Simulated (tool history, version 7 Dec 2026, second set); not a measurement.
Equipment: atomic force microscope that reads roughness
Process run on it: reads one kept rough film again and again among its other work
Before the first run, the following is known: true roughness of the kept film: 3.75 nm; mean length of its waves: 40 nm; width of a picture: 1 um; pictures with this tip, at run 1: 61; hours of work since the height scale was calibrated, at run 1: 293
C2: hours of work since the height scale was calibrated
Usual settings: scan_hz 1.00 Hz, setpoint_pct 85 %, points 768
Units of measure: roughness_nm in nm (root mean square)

Run 1, day 0.000: usual settings; pictures with this tip 61; C2 293. Result: roughness_nm 3.391 nm (root mean square).
Run 2, day 0.317: usual settings; pictures with this tip 76; C2 299. Result: roughness_nm 3.353 nm (root mean square).
Run 3, day 0.704: usual settings; pictures with this tip 94; C2 306. Result: roughness_nm 3.382 nm (root mean square).
Run 4, day 0.925: usual settings; pictures with this tip 104; C2 310. Result: roughness_nm 3.377 nm (root mean square).
Run 5, day 1.312: usual settings; pictures with this tip 122; C2 317. Result: roughness_nm 3.356 nm (root mean square).
Run 6, day 1.533: usual settings; pictures with this tip 132; C2 321. Result: roughness_nm 3.406 nm (root mean square).
Run 7, day 1.862: usual settings; pictures with this tip 147; C2 328. Result: roughness_nm 3.387 nm (root mean square).
Run 8, day 2.200: usual settings but setpoint_pct 81 %; pictures with this tip 163; C2 334. Result: roughness_nm 3.421 nm (root mean square).
Run 9, day 2.467: usual settings but setpoint_pct 81 %; pictures with this tip 175; C2 339. Result: roughness_nm 3.418 nm (root mean square).
Run 10, day 2.829: usual settings but setpoint_pct 81 %; pictures with this tip 192; C2 346. Result: roughness_nm 3.389 nm (root mean square).
Run 11, day 3.117: usual settings; pictures with this tip 206; C2 351. Result: roughness_nm 3.399 nm (root mean square).
At day 3.250: new tip fitted.
Run 12, day 3.500: usual settings; pictures with this tip 11; C2 358. Result: roughness_nm 3.377 nm (root mean square).
Run 13, day 3.675: usual settings; pictures with this tip 19; C2 361. Result: roughness_nm 3.390 nm (root mean square).
Run 14, day 4.079: usual settings; pictures with this tip 38; C2 369. Result: roughness_nm 3.373 nm (root mean square).
Run 15, day 4.375: usual settings but points 600; pictures with this tip 52; C2 375. Result: roughness_nm 3.391 nm (root mean square).
Run 16, day 4.633: usual settings but scan_hz 1.44 Hz, setpoint_pct 60 %, points 515; pictures with this tip 64; C2 379. Result: roughness_nm 3.463 nm (root mean square).
Run 17, day 4.962: usual settings but scan_hz 3.75 Hz, points 363; pictures with this tip 79; C2 386. Result: roughness_nm 3.054 nm (root mean square).
Run 18, day 5.279: usual settings but scan_hz 3.75 Hz, points 363; pictures with this tip 94; C2 392. Result: roughness_nm 3.043 nm (root mean square).
Run 19, day 5.654: usual settings but scan_hz 0.94 Hz, setpoint_pct 57 %; pictures with this tip 111; C2 399. Result: roughness_nm 3.503 nm (root mean square).
Run 20, day 5.850: usual settings but scan_hz 0.94 Hz, setpoint_pct 57 %; pictures with this tip 120; C2 402. Result: roughness_nm 3.502 nm (root mean square).
Run 21, day 6.221: usual settings but scan_hz 1.06 Hz, setpoint_pct 68 %, points 807; pictures with this tip 138; C2 409. Result: roughness_nm 3.465 nm (root mean square).
Run 22, day 6.400: usual settings but scan_hz 1.37 Hz, setpoint_pct 81 %, points 807; pictures with this tip 146; C2 413. Result: roughness_nm 3.367 nm (root mean square).

What differs in the tool's unlogged condition from the final listed run ahead of each entry between runs to the first listed run following it?
Logged between run 11 and run 12: new tip fitted (day 3.250)
  radius of the tip, nm: 7.2 -> 7

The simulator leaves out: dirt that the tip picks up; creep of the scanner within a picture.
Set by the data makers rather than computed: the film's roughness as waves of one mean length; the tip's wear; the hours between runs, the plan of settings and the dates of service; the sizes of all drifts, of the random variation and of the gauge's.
